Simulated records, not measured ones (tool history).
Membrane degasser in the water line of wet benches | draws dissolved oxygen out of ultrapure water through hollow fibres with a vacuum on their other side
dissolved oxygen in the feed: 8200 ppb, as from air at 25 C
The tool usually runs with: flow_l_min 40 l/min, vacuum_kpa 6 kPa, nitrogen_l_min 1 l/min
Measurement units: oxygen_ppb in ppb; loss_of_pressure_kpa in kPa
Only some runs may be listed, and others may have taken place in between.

run 1 hour=0 | flow_l_min=40 vacuum_kpa=6 nitrogen_l_min=1 | oxygen_ppb=467.8 loss_of_pressure_kpa=64.16
run 2 hour=99.5 | flow_l_min=40 vacuum_kpa=3.66 nitrogen_l_min=1 | oxygen_ppb=292 loss_of_pressure_kpa=64.44
run 3 hour=192.8 | flow_l_min=40 vacuum_kpa=3.66 nitrogen_l_min=1 | oxygen_ppb=289.9 loss_of_pressure_kpa=63.77
run 4 hour=295.6 | flow_l_min=40 vacuum_kpa=6 nitrogen_l_min=0.46 | oxygen_ppb=614.7 loss_of_pressure_kpa=63.84
run 5 hour=386.6 | flow_l_min=40 vacuum_kpa=6 nitrogen_l_min=0.46 | oxygen_ppb=608.8 loss_of_pressure_kpa=63.66
run 6 hour=476.7 | flow_l_min=40 vacuum_kpa=6 nitrogen_l_min=0.46 | oxygen_ppb=621 loss_of_pressure_kpa=63.82
run 7 hour=583.2 | flow_l_min=40 vacuum_kpa=6 nitrogen_l_min=1 | oxygen_ppb=466.9 loss_of_pressure_kpa=64.24
run 8 hour=644.4 | flow_l_min=40 vacuum_kpa=6 nitrogen_l_min=1.01 | oxygen_ppb=460.2 loss_of_pressure_kpa=63.85
run 9 hour=699.9 | flow_l_min=40 vacuum_kpa=6 nitrogen_l_min=0.44 | oxygen_ppb=623 loss_of_pressure_kpa=63.61
run 10 hour=790.6 | flow_l_min=40 vacuum_kpa=6 nitrogen_l_min=2.49 | oxygen_ppb=353.3 loss_of_pressure_kpa=63.48
run 11 hour=857.7 | flow_l_min=40 vacuum_kpa=6 nitrogen_l_min=2.49 | oxygen_ppb=350.1 loss_of_pressure_kpa=63.51
run 12 hour=933.7 | flow_l_min=40 vacuum_kpa=6 nitrogen_l_min=2.49 | oxygen_ppb=352.5 loss_of_pressure_kpa=63.73
run 13 hour=1023.3 | flow_l_min=40 vacuum_kpa=6 nitrogen_l_min=2.49 | oxygen_ppb=355.2 loss_of_pressure_kpa=63.11
run 14 hour=1085.3 | flow_l_min=40 vacuum_kpa=6 nitrogen_l_min=2.49 | oxygen_ppb=353.9 loss_of_pressure_kpa=62.9
run 15 hour=1154.2 | flow_l_min=40 vacuum_kpa=6 nitrogen_l_min=1.7 | oxygen_ppb=381.9 loss_of_pressure_kpa=63.47
run 16 hour=1224.4 | flow_l_min=40 vacuum_kpa=6 nitrogen_l_min=1.7 | oxygen_ppb=389.3 loss_of_pressure_kpa=63.38
run 17 hour=1278.5 | flow_l_min=33 vacuum_kpa=9.39 nitrogen_l_min=2.22 | oxygen_ppb=391.3 loss_of_pressure_kpa=51.79
run 18 hour=1323.7 | flow_l_min=33 vacuum_kpa=4.74 nitrogen_l_min=2.22 | oxygen_ppb=229.3 loss_of_pressure_kpa=51.55
run 19 hour=1425.9 | flow_l_min=52 vacuum_kpa=7.98 nitrogen_l_min=1.07 | oxygen_ppb=780 loss_of_pressure_kpa=81.83
run 20 hour=1502.8 | flow_l_min=52 vacuum_kpa=7.98 nitrogen_l_min=1.07 | oxygen_ppb=765.3 loss_of_pressure_kpa=82.21
run 21 hour=1578.5 | flow_l_min=48 vacuum_kpa=3.64 nitrogen_l_min=0.76 | oxygen_ppb=390.3 loss_of_pressure_kpa=74.96
run 22 hour=1674.5 | flow_l_min=48 vacuum_kpa=3.64 nitrogen_l_min=0.76 | oxygen_ppb=389.7 loss_of_pressure_kpa=75.19
run 23 hour=1724.4 | flow_l_min=46 vacuum_kpa=3.64 nitrogen_l_min=1.94 | oxygen_ppb=343.8 loss_of_pressure_kpa=71.73
run 24 hour=1773.8 | flow_l_min=40 vacuum_kpa=7.62 nitrogen_l_min=0.9 | oxygen_ppb=600 loss_of_pressure_kpa=62.53
-- hour=1817.9 gauge calibrated
run 25 hour=1855.6 | flow_l_min=28 vacuum_kpa=4.05 nitrogen_l_min=1 | oxygen_ppb=181.4 loss_of_pressure_kpa=44.59
run 26 hour=1930.9 | flow_l_min=28 vacuum_kpa=4.05 nitrogen_l_min=1 | oxygen_ppb=182.5 loss_of_pressure_kpa=45.37
run 27 hour=2026.8 | flow_l_min=40 vacuum_kpa=7.81 nitrogen_l_min=0.6 | oxygen_ppb=755.8 loss_of_pressure_kpa=63.73
run 28 hour=2086 | flow_l_min=40 vacuum_kpa=3.62 nitrogen_l_min=0.65 | oxygen_ppb=304.1 loss_of_pressure_kpa=63.74
run 29 hour=2153.5 | flow_l_min=40 vacuum_kpa=7.26 nitrogen_l_min=0.89 | oxygen_ppb=588.1 loss_of_pressure_kpa=64.01
run 30 hour=2255.9 | flow_l_min=25 vacuum_kpa=7.26 nitrogen_l_min=1.75 | oxygen_ppb=235.6 loss_of_pressure_kpa=40.07
run 31 hour=2304.5 | flow_l_min=32 vacuum_kpa=6.46 nitrogen_l_min=0.52 | oxygen_ppb=519.2 loss_of_pressure_kpa=51.18

Here are 4 independent what-if runs from the current tool condition. What would each one return?
run A hour=2362.3 | flow_l_min=37 vacuum_kpa=7.63 nitrogen_l_min=1.85 | oxygen_ppb=? loss_of_pressure_kpa=?
run B hour=2362.3 | flow_l_min=28 vacuum_kpa=9.84 nitrogen_l_min=2.07 | oxygen_ppb=? loss_of_pressure_kpa=?
run C hour=2362.3 | flow_l_min=40 vacuum_kpa=5.77 nitrogen_l_min=1.04 | oxygen_ppb=? loss_of_pressure_kpa=?
run D hour=2362.3 | flow_l_min=49 vacuum_kpa=13.83 nitrogen_l_min=0.52 | oxygen_ppb=? loss_of_pressure_kpa=?

run=A oxygen_ppb=407.5 loss_of_pressure_kpa=58.89
run=B oxygen_ppb=336.7 loss_of_pressure_kpa=44.65
run=C oxygen_ppb=437.4 loss_of_pressure_kpa=63.51
run=D oxygen_ppb=1616.1 loss_of_pressure_kpa=77.89
With the hidden condition removed and each run's random variation left untouched, the same runs would have given:
run=A oxygen_ppb=407.1 loss_of_pressure_kpa=59.39
run=B oxygen_ppb=336.4 loss_of_pressure_kpa=45.03
run=C oxygen_ppb=436.9 loss_of_pressure_kpa=64.05
run=D oxygen_ppb=1615.6 loss_of_pressure_kpa=78.55
